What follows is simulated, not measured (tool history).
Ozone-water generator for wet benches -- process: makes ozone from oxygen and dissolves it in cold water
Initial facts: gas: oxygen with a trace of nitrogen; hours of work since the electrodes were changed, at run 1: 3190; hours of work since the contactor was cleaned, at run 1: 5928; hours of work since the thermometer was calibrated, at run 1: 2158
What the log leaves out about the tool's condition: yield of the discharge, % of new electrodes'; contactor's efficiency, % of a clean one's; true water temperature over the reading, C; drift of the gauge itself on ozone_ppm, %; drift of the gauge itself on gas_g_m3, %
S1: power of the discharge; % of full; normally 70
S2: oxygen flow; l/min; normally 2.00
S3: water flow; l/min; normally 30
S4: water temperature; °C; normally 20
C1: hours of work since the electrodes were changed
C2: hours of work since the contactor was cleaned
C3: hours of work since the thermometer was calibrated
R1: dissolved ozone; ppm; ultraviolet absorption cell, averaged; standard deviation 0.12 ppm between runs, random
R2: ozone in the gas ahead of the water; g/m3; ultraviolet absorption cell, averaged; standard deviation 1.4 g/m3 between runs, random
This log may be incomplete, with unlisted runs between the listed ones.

run	hour	S1	S2	S3	S4	C1	C2	C3	R1	R2
1	0.0	70	2.00	30	20	3190	5928	2158	9.9	225.5
2	96.0	70	2.00	30	20	3255	5993	2223	9.9	229.4
3	188.6	41	2.00	30	20	3317	6055	2286	6.5	144.5
4	295.3	70	1.78	30	20	3389	6128	2358	9.6	239.3
5	377.8	70	1.78	25	20	3445	6183	2413	11.4	236.6
6	454.7	70	1.78	25	20	3497	6235	2465	11.3	238.0
7	594.1	70	1.78	25	20	3591	6329	2560	11.3	234.8
8	668.9	70	1.78	25	20	3642	6380	2610	11.6	235.2
9	789.6	70	1.78	25	20	3723	6462	2692	11.5	235.4
10	938.9	83	1.78	25	20	3824	6562	2793	12.7	266.8
# hour 951.7: water thermometer calibrated
11	1015.4	83	1.78	25	20	3876	6614	43	12.7	265.3
12	1081.4	83	1.78	25	20	3920	6658	88	12.9	264.6
13	1160.5	70	2.00	30	20	3974	6712	141	9.5	220.4
14	1245.5	70	2.00	30	20	4031	6769	199	9.6	220.4
15	1348.1	70	2.68	18	20	4100	6839	268	17.4	194.7
# hour 1358.4: contactor cleaned
16	1466.2	70	2.68	18	20	4177	73	345	16.9	191.8
17	1529.5	70	2.68	18	20	4220	116	388	16.8	191.0
# hour 1634.2: contactor cleaned, once more
18	1656.7	70	2.00	40	15	4303	15	471	7.2	219.9
19	1799.4	70	2.38	27	13	4400	112	567	12.1	202.7
20	1875.9	48	2.00	30	20	4452	163	619	7.0	162.2
21	1968.3	48	2.00	30	20	4514	226	682	7.2	160.0
22	2049.1	80	1.44	35	20	4569	280	736	7.7	277.7
23	2151.9	80	3.55	37	20	4638	350	806	10.2	183.4
24	2270.0	70	1.46	30	13	4718	430	885	8.5	246.5
25	2362.8	70	1.46	30	13	4781	492	948	8.5	245.8

Here are 3 independent what-if runs from the current tool condition. What would each one return?
A	2431.6	59	2.15	30	12	4827	539	995	?	?
B	2431.6	70	3.46	42	28	4827	539	995	?	?
C	2431.6	70	2.00	43	20	4827	539	995	?	?

run	R1	R2
A	8.8	181.5
B	7.5	168.0
C	6.0	210.6
Stripped of hidden state, with their random variation kept, the same runs would have yielded:
run	R1	R2
A	10.2	208.2
B	8.9	197.1
C	7.2	247.2

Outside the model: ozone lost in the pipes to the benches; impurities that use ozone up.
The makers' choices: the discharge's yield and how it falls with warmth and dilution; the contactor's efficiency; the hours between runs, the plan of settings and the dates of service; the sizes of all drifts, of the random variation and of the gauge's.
